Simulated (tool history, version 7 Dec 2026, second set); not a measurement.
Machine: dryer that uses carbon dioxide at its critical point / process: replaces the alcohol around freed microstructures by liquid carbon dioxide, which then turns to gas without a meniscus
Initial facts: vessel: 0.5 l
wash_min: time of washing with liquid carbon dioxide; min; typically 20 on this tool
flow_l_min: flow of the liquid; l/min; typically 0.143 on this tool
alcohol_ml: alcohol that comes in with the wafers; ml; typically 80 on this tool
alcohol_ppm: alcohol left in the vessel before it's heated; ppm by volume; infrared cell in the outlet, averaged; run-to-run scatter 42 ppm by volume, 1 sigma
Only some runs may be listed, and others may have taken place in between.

run,hour,wash_min,flow_l_min,alcohol_ml,alcohol_ppm
1,0.0,20,0.143,80,4570
2,10.9,20,0.143,80,4542
3,18.6,20,0.143,80,4674
# hour 28.9: inlet filter changed
4,36.5,20,0.143,27,993
5,52.5,20,0.143,105,3933
6,68.5,20,0.143,105,3886
7,76.2,20,0.143,105,3957
8,84.7,20,0.143,105,4006
9,96.0,20,0.143,24,983
10,111.4,20,0.143,24,1011
11,118.7,20,0.205,80,614
12,128.4,20,0.205,80,617
13,146.3,20,0.205,80,640
14,160.8,17,0.143,80,6101
# hour 168.8: purifier's bed changed
15,171.8,20,0.143,80,3340
16,189.8,20,0.165,80,1861
17,197.4,16,0.170,36,1835
18,206.0,12,0.184,33,3398
19,219.0,12,0.184,33,3403
20,234.8,12,0.184,33,3439
21,247.0,26,0.190,51,151
22,255.8,20,0.215,34,228
23,271.5,20,0.152,80,3073
24,287.3,22,0.143,80,2691
25,305.4,19,0.143,43,2623
26,313.3,30,0.093,78,4525
27,323.3,13,0.143,37,6879
28,340.2,20,0.143,68,3481
29,348.7,20,0.143,68,3602

Branching from run 29: 5 alternative next runs. What would each branch give?
A,360.9,20,0.156,40,?
B,360.9,20,0.143,29,?
C,360.9,20,0.161,68,?
D,360.9,23,0.094,23,?
E,360.9,20,0.143,22,?

run,alcohol_ppm
A,1531
B,1549
C,2312
D,3163
E,1194
Stripped of hidden state, with their random variation kept, the same runs would have yielded:
run,alcohol_ppm
A,943
B,993
C,1413
D,2278
E,764
